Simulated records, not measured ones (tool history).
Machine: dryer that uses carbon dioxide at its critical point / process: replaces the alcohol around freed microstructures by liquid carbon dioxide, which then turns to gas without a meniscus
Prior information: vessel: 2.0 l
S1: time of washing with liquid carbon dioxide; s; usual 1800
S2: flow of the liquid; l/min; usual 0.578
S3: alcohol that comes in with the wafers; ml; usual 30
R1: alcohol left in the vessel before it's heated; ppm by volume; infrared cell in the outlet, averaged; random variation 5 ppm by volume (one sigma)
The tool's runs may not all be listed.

run   hour    S1     S2   S3    R1
  1    0.0  1800  0.578   30    31
  2   11.2  1800  0.721   30    31
  3   22.3  1800  0.578   30    26
  4   27.8  1800  0.578   30    40
  5   37.3  1800  0.578   30    38
  6   45.6  1800  0.578   30    33
  7   55.6  1800  0.551   30    42
  8   62.0  1800  0.551   30    31
  9   69.9  1800  0.551   30    42
 10   77.4  1200  0.578   30   129
 11   88.7  1200  0.578   30   138
 12   93.6  1800  0.578   30    38
 13  100.1  1800  0.578   30    38
 14  109.5  1800  0.578   30    41
 15  119.2  1800  0.578   28    31
 16  126.3  1800  0.578   28    41
 17  132.3  1800  0.709   30    25
 18  143.2  1800  0.709   30    32
 19  150.8  1800  0.709   30    26
 20  159.8  1800  0.709   30    33
 21  165.2  1800  0.709   30    32
 22  175.8  1800  0.709   30    39
     183.2  -- inlet filter changed
 23  187.9  1800  0.709   30    33
 24  194.3  1800  0.709   30    28
 25  199.0  1800  0.709   30    30
 26  208.0  1920  0.362   51   142
 27  217.9  1800  0.442   52    90
 28  226.3  1140  0.578   22   106
 29  233.3  2280  0.461   21    42
 30  240.1  2280  0.461   21    39
 31  250.3  1740  0.895   85    31
 32  257.0  1740  0.895   85    37
 33  264.2  2700  0.648   85    38
 34  274.5  2640  0.610   34    44
 35  283.2  2640  0.610   34    43
 36  287.9  2700  0.578   74    33
 37  298.6  1620  0.688   74    35
 38  306.8  1620  0.688   74    44
 39  314.2  1800  0.931  106    49
 40  322.5  2160  0.913   31    41
 41  331.8  1200  0.379  120  1997
 42  340.0  1500  0.740  120    55
 43  348.3  2400  0.418   72    63
 44  354.3  2400  0.418   72    52
 45  362.2  2400  0.418   51    44
 46  370.5  2400  0.418   51    53
 47  377.5  2400  0.418   51    59
 48  389.0  2220  0.978   54    54

3 options for the next run, each taken on its own from the tool as it stands now. Forecast them:
  A  398.8  1080  0.490  117   ?
  B  398.8  2220  0.522   54   ?
  C  398.8  1260  0.978   54   ?

run    R1
  A  1276
  B    50
  C    54
Without the tool's unlogged condition, the same runs would have read:
run   R1
  A  934
  B    7
  C   11
